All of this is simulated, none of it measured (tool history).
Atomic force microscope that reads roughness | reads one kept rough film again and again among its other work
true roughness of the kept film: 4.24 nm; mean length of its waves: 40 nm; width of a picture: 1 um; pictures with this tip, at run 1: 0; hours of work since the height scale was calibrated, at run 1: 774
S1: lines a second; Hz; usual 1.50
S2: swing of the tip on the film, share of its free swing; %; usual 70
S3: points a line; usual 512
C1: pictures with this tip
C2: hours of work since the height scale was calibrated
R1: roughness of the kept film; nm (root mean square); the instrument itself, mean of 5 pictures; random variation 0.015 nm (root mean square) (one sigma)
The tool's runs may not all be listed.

Run 1, day 0.000: usual settings; C1 0; C2 774. Result: R1 3.731 nm (root mean square).
Run 2, day 1.317: usual settings; C1 33; C2 789. Result: R1 3.612 nm (root mean square).
Run 3, day 2.475: usual settings; C1 61; C2 802. Result: R1 3.535 nm (root mean square).
Run 4, day 3.238: usual settings but S1 0.55 Hz; C1 80; C2 811. Result: R1 3.616 nm (root mean square).
Run 5, day 4.967: usual settings but S1 0.55 Hz; C1 124; C2 830. Result: R1 3.547 nm (root mean square).
Run 6, day 5.862: usual settings; C1 146; C2 840. Result: R1 3.345 nm (root mean square).
Run 7, day 6.721: usual settings; C1 167; C2 850. Result: R1 3.275 nm (root mean square).
Run 8, day 7.750: usual settings but S1 1.85 Hz, S2 63 %, S3 335; C1 193; C2 862. Result: R1 3.256 nm (root mean square).
Run 9, day 8.496: usual settings but S1 1.85 Hz, S2 63 %, S3 335; C1 212; C2 870. Result: R1 3.221 nm (root mean square).
Run 10, day 9.588: usual settings but S2 74 %, S3 336; C1 239; C2 882. Result: R1 3.060 nm (root mean square).
Run 11, day 11.325: usual settings but S1 0.61 Hz, S2 76 %, S3 264; C1 282; C2 902. Result: R1 3.085 nm (root mean square).
At day 11.508: new tip fitted.
Run 12, day 12.608: usual settings but S1 3.20 Hz, S2 85 %, S3 992; C1 27; C2 916. Result: R1 2.943 nm (root mean square).
Run 13, day 13.667: usual settings but S1 1.23 Hz, S2 82 %, S3 759; C1 53; C2 928. Result: R1 3.442 nm (root mean square).

4 ways to go on from here, each from the tool as it stands after run 13. What would each give?
Run A, day 14.496: usual settings but S1 1.27 Hz, S2 62 %, S3 345; C1 74; C2 938. Result: R1 ?.
Run B, day 14.496: usual settings but S2 62 %; C1 74; C2 938. Result: R1 ?.
Run C, day 14.496: usual settings but S1 0.57 Hz, S2 58 %, S3 759; C1 74; C2 938. Result: R1 ?.
Run D, day 14.496: usual settings but S1 1.18 Hz, S3 318; C1 74; C2 938. Result: R1 ?.

run     R1
  A  3.611
  B  3.593
  C  3.726
  D  3.541
Without the tool's hidden state the same runs would have given:
run     R1
  A  3.800
  B  3.781
  C  3.921
  D  3.726
